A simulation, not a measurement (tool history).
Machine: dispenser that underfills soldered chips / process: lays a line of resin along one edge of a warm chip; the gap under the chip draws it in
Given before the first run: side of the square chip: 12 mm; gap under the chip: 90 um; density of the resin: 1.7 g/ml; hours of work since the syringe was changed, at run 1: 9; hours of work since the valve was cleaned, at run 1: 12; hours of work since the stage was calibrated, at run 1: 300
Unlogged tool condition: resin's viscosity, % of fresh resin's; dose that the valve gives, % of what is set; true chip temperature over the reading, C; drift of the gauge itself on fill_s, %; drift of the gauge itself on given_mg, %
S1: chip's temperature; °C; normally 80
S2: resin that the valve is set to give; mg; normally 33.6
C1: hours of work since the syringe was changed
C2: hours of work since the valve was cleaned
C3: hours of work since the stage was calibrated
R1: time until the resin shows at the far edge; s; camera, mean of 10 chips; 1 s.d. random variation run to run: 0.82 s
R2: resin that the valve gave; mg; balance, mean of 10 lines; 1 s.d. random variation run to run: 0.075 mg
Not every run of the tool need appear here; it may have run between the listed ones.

run	hour	S1	S2	C1	C2	C3	R1	R2
1	0	80	33.6	9	12	300	163.6	33.56
# hour 5.1: new syringe of resin
2	6.5	80	33.6	1	16	304	86.6	33.35
3	12.5	80	33.6	5	20	309	123.2	33.29
4	18.6	80	33.6	10	25	313	175.3	33.06
# hour 21.8: new syringe of resin
5	27.5	66	33.6	4	31	319	179.1	33.15
# hour 38: new syringe of resin
6	38.7	89	33.6	0	39	327	62.6	32.79
7	50.5	89	33.6	9	47	336	125.3	32.61
# hour 54.6: new syringe of resin
# hour 57.1: stage's temperature calibrated
8	58.3	80	33.6	2	52	1	87	32.62
9	69.4	80	42.7	10	60	9	168.4	41.24
# hour 72: new syringe of resin
# hour 73: dispensing valve cleaned and set on the balance
10	81.6	80	42.7	6	6	17	125.8	42.47
# hour 89.4: new syringe of resin
11	95.2	80	42.7	4	16	26	103.2	42.08
12	102.8	70	36.9	10	21	32	225.9	36.35
# hour 106.2: new syringe of resin
13	116.7	70	34.3	8	31	42	194	33.52
# hour 122.8: new syringe of resin
14	128.1	70	42.3	4	39	50	140.4	41.1
15	134.2	70	42.3	8	44	54	202.5	40.87
# hour 139.3: new syringe of resin
16	144.4	71	37	4	51	61	134.7	35.62
17	151.6	66	28.8	9	56	67	257.6	27.7

Alternative continuations, all from the tool just after run 17; predict every row:
# hour 155.6: new syringe of resin
# hour 161.6: dispensing valve cleaned and set on the balance
A	165	73	28.7	6	2	75	?	?
# hour 155.6: new syringe of resin
# hour 161.6: dispensing valve cleaned and set on the balance
B	165	80	41.7	6	2	75	?	?
# hour 155.6: new syringe of resin
# hour 161.6: dispensing valve cleaned and set on the balance
C	165	70	28.8	6	2	75	?	?

run	R1	R2
A	162.4	28.79
B	123.2	41.87
C	179.3	28.88
Without the tool's unlogged condition, the same runs would have read:
run	R1	R2
A	97.1	28.69
B	73.7	41.73
C	107.2	28.78
